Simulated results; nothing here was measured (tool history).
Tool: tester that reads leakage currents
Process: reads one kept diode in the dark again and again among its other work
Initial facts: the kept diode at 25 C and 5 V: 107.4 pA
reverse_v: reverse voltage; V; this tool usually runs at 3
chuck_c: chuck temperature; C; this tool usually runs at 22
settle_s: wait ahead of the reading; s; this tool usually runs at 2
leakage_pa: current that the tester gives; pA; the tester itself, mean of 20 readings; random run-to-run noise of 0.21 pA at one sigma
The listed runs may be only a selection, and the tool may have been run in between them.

Run 1, hour 0: usual settings. Result: leakage_pa 75.98 pA.
Run 2, hour 44.6: usual settings. Result: leakage_pa 76.04 pA.
Run 3, hour 71.4: usual settings. Result: leakage_pa 76.59 pA.
Run 4, hour 97.1: usual settings but settle_s 0.33 s. Result: leakage_pa 78.82 pA.
Run 5, hour 133.4: usual settings but settle_s 0.33 s. Result: leakage_pa 78.9 pA.
Run 6, hour 162.5: usual settings. Result: leakage_pa 76.76 pA.
Run 7, hour 199.6: usual settings but reverse_v 5.47 V. Result: leakage_pa 98.4 pA.
Run 8, hour 220.3: usual settings but reverse_v 12.69 V. Result: leakage_pa 141.4 pA.
Run 9, hour 255.3: usual settings but reverse_v 12.69 V. Result: leakage_pa 141.36 pA.
Run 10, hour 291.7: usual settings but reverse_v 12.69 V. Result: leakage_pa 141.81 pA.
Run 11, hour 329.3: usual settings but reverse_v 12.69 V, settle_s 1.36 s. Result: leakage_pa 143 pA.
Run 12, hour 375.6: usual settings but chuck_c 30 C. Result: leakage_pa 141.26 pA.
Run 13, hour 416.1: usual settings but chuck_c 30 C. Result: leakage_pa 140.29 pA.

Predict the results of run 14:
Run 14, hour 456.5: usual settings but chuck_c 30 C. Result: leakage_pa ?.

{"run 14": {"leakage_pa": 141.62}}
If the tool had no hidden condition, the same run with the same run-to-run variation would have returned leakage_pa 127.62 pA.
